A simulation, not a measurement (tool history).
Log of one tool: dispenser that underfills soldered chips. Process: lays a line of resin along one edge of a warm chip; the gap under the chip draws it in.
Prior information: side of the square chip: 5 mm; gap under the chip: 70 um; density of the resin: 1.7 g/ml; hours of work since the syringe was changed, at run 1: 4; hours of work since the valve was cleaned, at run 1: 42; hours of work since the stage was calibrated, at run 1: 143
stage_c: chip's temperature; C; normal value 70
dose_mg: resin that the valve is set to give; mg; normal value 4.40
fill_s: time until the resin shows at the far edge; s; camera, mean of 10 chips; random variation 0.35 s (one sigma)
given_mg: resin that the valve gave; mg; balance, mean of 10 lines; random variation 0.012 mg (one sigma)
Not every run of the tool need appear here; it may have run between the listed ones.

run,hour,stage_c,dose_mg,hours of work since the syringe was changed,hours of work since the valve was cleaned,hours of work since the stage was calibrated,fill_s,given_mg
1,0.0,70,4.40,4,42,143,24.2,4.35
# hour 2.3: new syringe of resin
2,4.0,59,4.40,1,45,145,26.7,4.30
3,8.8,70,4.33,4,48,148,23.7,4.23
# hour 11.6: new syringe of resin
4,13.8,70,4.42,1,51,151,19.7,4.33
5,19.0,70,4.42,5,54,154,25.5,4.32
# hour 20.8: new syringe of resin
6,24.8,61,4.40,3,57,158,28.3,4.29
7,27.7,70,5.28,4,59,160,23.5,5.16
# hour 29.7: new syringe of resin
8,32.3,61,4.40,2,62,162,27.4,4.28
9,38.2,70,3.79,5,66,166,27.7,3.71
# hour 38.9: new syringe of resin
10,41.2,70,3.79,1,67,168,20.3,3.71
11,45.5,62,4.40,4,70,170,30.6,4.26
# hour 47.8: new syringe of resin
12,50.2,70,4.32,1,73,173,20.5,4.19
13,55.8,70,4.32,5,76,177,26.2,4.19
# hour 57.0: new syringe of resin
14,61.6,70,4.40,3,80,180,21.4,4.27
# hour 66.2: new syringe of resin
15,66.3,70,4.40,0,83,183,18.6,4.26
16,71.6,70,4.19,3,86,186,23.0,4.05
# hour 75.3: new syringe of resin
17,75.9,70,4.19,0,89,189,18.7,4.07
18,79.3,70,4.19,3,91,191,21.6,4.07
# hour 84.4: new syringe of resin
19,84.5,67,5.67,0,94,194,18.6,5.50
20,88.1,58,4.40,2,96,196,30.4,4.27
21,92.5,56,5.18,5,99,199,38.3,5.01
# hour 93.4: new syringe of resin
22,95.6,56,5.18,1,101,201,30.1,5.00
23,99.6,56,5.18,4,103,203,36.0,4.99
# hour 102.4: new syringe of resin
24,105.5,61,3.79,2,107,207,27.9,3.63
# hour 111.3: new syringe of resin
25,111.8,63,5.35,0,111,211,21.9,5.14
26,115.4,63,4.94,3,113,213,25.2,4.73
27,118.2,57,4.25,4,115,215,36.5,4.10
# hour 120.2: dispensing valve cleaned and set on the balance
# hour 121.2: new syringe of resin
28,124.3,77,3.76,2,2,218,17.0,3.77
# hour 130.3: new syringe of resin
29,130.3,74,5.66,0,6,221,15.2,5.65
30,135.1,66,4.24,3,9,224,24.9,4.23
# hour 139.4: new syringe of resin
31,139.4,66,4.24,0,12,227,19.3,4.26
32,144.9,66,4.24,4,15,231,25.4,4.23
# hour 148.3: new syringe of resin
33,149.1,83,5.19,0,17,233,11.7,5.15
34,153.6,70,5.43,3,20,236,21.1,5.39
# hour 157.7: new syringe of resin
35,158.6,65,3.85,1,23,239,21.2,3.83

Some steps in fill_s between neighbouring runs. How much of each would the tool show without its hidden state too (settings, what came in, random variation), and how much is left for the hidden state, with any gauge scatter that isn't in both results?
What the log doesn't record here: resin's viscosity, % of fresh resin's; dose that the valve gives, % of what is set; true chip temperature over the reading, C; drift of the gauge itself on fill_s, %; drift of the gauge itself on given_mg, %.
Run 9 -> 10: new syringe of resin. fill_s -7.4 s: hidden state -7.0, all else -0.4.
Run 19 -> 20: stage_c 67 -> 58, dose_mg 5.67 -> 4.40. fill_s +11.8 s: hidden state +4.6, all else +7.2.
Run 21 -> 22: new syringe of resin. fill_s -8.2 s: hidden state -8.8, all else +0.6.
Run 27 -> 28: stage_c 57 -> 77, dose_mg 4.25 -> 3.76, dispensing valve cleaned and set on the balance, new syringe of resin. fill_s -19.5 s: hidden state -7.2, all else -12.3.
Run 32 -> 33: stage_c 66 -> 83, dose_mg 4.24 -> 5.19, new syringe of resin. fill_s -13.7 s: hidden state -4.8, all else -8.9.

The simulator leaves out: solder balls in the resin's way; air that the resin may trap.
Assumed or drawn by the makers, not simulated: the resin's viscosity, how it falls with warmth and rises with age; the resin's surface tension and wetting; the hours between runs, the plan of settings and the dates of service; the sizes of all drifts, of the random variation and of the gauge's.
